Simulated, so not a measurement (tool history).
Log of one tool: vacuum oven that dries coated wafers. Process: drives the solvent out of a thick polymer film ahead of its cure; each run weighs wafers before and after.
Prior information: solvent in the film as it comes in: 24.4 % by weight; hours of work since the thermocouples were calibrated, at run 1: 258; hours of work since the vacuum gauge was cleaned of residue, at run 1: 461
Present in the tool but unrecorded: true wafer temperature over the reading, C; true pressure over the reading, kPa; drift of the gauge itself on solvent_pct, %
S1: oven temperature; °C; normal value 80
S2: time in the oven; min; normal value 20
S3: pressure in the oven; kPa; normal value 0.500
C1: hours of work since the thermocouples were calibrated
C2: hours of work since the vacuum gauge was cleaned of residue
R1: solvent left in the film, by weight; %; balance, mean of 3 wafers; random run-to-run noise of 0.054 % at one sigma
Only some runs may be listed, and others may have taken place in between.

run 1 hour=0.0 | S1=80 S2=20 S3=0.500 | C1=258 C2=461 | R1=2.39
run 2 hour=7.7 | S1=80 S2=20 S3=0.500 | C1=263 C2=467 | R1=2.35
run 3 hour=22.1 | S1=80 S2=20 S3=0.500 | C1=273 C2=476 | R1=2.39
run 4 hour=28.2 | S1=80 S2=20 S3=0.500 | C1=277 C2=480 | R1=2.34
run 5 hour=34.0 | S1=80 S2=20 S3=0.500 | C1=281 C2=484 | R1=2.34
run 6 hour=42.5 | S1=80 S2=20 S3=0.500 | C1=287 C2=490 | R1=2.39
run 7 hour=53.6 | S1=71 S2=20 S3=0.478 | C1=294 C2=498 | R1=6.73
run 8 hour=61.2 | S1=71 S2=23 S3=1.971 | C1=299 C2=503 | R1=6.68
-- hour=64.5 oven's thermocouples calibrated
run 9 hour=75.7 | S1=71 S2=23 S3=1.971 | C1=8 C2=511 | R1=6.85
run 10 hour=81.9 | S1=72 S2=23 S3=0.849 | C1=12 C2=516 | R1=5.48
run 11 hour=91.3 | S1=72 S2=23 S3=0.849 | C1=18 C2=522 | R1=5.52

Some steps in R1 between neighbouring runs. How much of each would the tool show without its hidden state too (settings, what came in, random variation), and how much is left for the hidden state, with any gauge scatter that isn't in both results?
Run 6 -> 7: S1 80 -> 71, S3 0.500 -> 0.478. R1 +4.34 %: hidden state +0.20, all else +4.14.
